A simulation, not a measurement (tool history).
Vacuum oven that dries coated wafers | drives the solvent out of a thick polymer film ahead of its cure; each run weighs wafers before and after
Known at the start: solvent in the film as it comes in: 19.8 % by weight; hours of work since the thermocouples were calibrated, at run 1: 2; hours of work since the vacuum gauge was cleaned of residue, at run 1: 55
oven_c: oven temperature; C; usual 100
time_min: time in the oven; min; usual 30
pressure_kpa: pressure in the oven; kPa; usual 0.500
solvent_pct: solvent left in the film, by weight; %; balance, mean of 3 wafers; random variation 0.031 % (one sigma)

| run | hour | oven_c | time_min | pressure_kpa | hours of work since the thermocouples were calibrated | hours of work since the vacuum gauge was cleaned of residue | solvent_pct |
|---|---|---|---|---|---|---|---|
| 1 | 0.0 | 100 | 30 | 0.500 | 2 | 55 | 1.51 |
| 2 | 33.9 | 100 | 30 | 0.500 | 28 | 80 | 1.44 |
| 3 | 96.8 | 110 | 30 | 0.500 | 75 | 127 | 0.57 |
| 4 | 156.6 | 110 | 30 | 0.500 | 120 | 172 | 0.55 |
| 5 | 209.0 | 110 | 30 | 1.605 | 159 | 211 | 1.01 |
| 6 | 273.3 | 110 | 30 | 1.605 | 207 | 259 | 1.01 |
| 7 | 310.8 | 100 | 26 | 0.500 | 235 | 288 | 1.99 |
| 8 | 380.6 | 100 | 30 | 0.500 | 287 | 340 | 1.49 |
| 9 | 435.4 | 100 | 30 | 0.500 | 329 | 381 | 1.56 |
| 10 | 504.6 | 100 | 30 | 1.268 | 380 | 433 | 1.99 |
| 11 | 540.4 | 100 | 30 | 1.268 | 407 | 460 | 1.99 |
| 12 | 600.7 | 100 | 30 | 0.500 | 452 | 505 | 1.58 |
| 13 | 663.8 | 100 | 30 | 0.500 | 500 | 552 | 1.61 |
| 14 | 699.6 | 100 | 30 | 0.791 | 527 | 579 | 1.79 |
| 15 | 770.1 | 100 | 30 | 0.791 | 579 | 632 | 1.83 |
| 16 | 815.2 | 100 | 30 | 0.791 | 613 | 666 | 1.82 |
| 17 | 877.1 | 100 | 16 | 1.636 | 660 | 712 | 5.01 |
| 18 | 941.1 | 100 | 21 | 0.515 | 708 | 760 | 3.08 |
| 19 | 1003.1 | 100 | 38 | 0.515 | 754 | 806 | 1.06 |
| 20 | 1069.1 | 95 | 53 | 0.500 | 803 | 856 | 0.94 |
| 21 | 1108.5 | 88 | 27 | 1.067 | 833 | 885 | 4.99 |
| 22 | 1156.9 | 91 | 30 | 0.500 | 869 | 922 | 3.34 |
| 23 | 1216.0 | 112 | 16 | 1.107 | 914 | 966 | 2.36 |
| 24 | 1255.1 | 113 | 30 | 0.270 | 943 | 995 | 0.46 |
| 25 | 1296.3 | 100 | 26 | 0.492 | 974 | 1026 | 2.28 |
| 26 | 1367.9 | 100 | 26 | 0.492 | 1027 | 1080 | 2.33 |
|  | 1403.6 | oven's thermocouples calibrated |
| 27 | 1406.3 | 102 | 31 | 0.511 | 2 | 1107 | 1.34 |
| 28 | 1444.2 | 102 | 31 | 0.511 | 30 | 1136 | 1.35 |
| 29 | 1485.5 | 114 | 25 | 1.111 | 61 | 1166 | 0.92 |
| 30 | 1533.4 | 114 | 25 | 0.666 | 97 | 1202 | 0.73 |
| 31 | 1578.0 | 89 | 25 | 1.412 | 131 | 1236 | 5.42 |

Measured less the same run without the tool's hidden state. The same run-to-run variation is in both; the gauge's scatter may not be:
The hidden state here: true wafer temperature over the reading, C; true pressure over the reading, kPa; drift of the gauge itself on solvent_pct, %.
| run | solvent_pct |
|---|---|
| 1 | -0.07 |
| 2 | -0.06 |
| 3 | -0.02 |
| 4 | -0.01 |
| 5 | -0.01 |
| 6 | +0.00 |
| 7 | -0.01 |
| 8 | +0.01 |
| 9 | +0.02 |
| 10 | +0.04 |
| 11 | +0.05 |
| 12 | +0.06 |
| 13 | +0.08 |
| 14 | +0.08 |
| 15 | +0.10 |
| 16 | +0.11 |
| 17 | +0.12 |
| 18 | +0.14 |
| 19 | +0.13 |
| 20 | +0.17 |
| 21 | +0.26 |
| 22 | +0.25 |
| 23 | +0.16 |
| 24 | +0.11 |
| 25 | +0.23 |
| 26 | +0.24 |
| 27 | +0.15 |
| 28 | +0.15 |
| 29 | +0.11 |
| 30 | +0.11 |
| 31 | +0.27 |
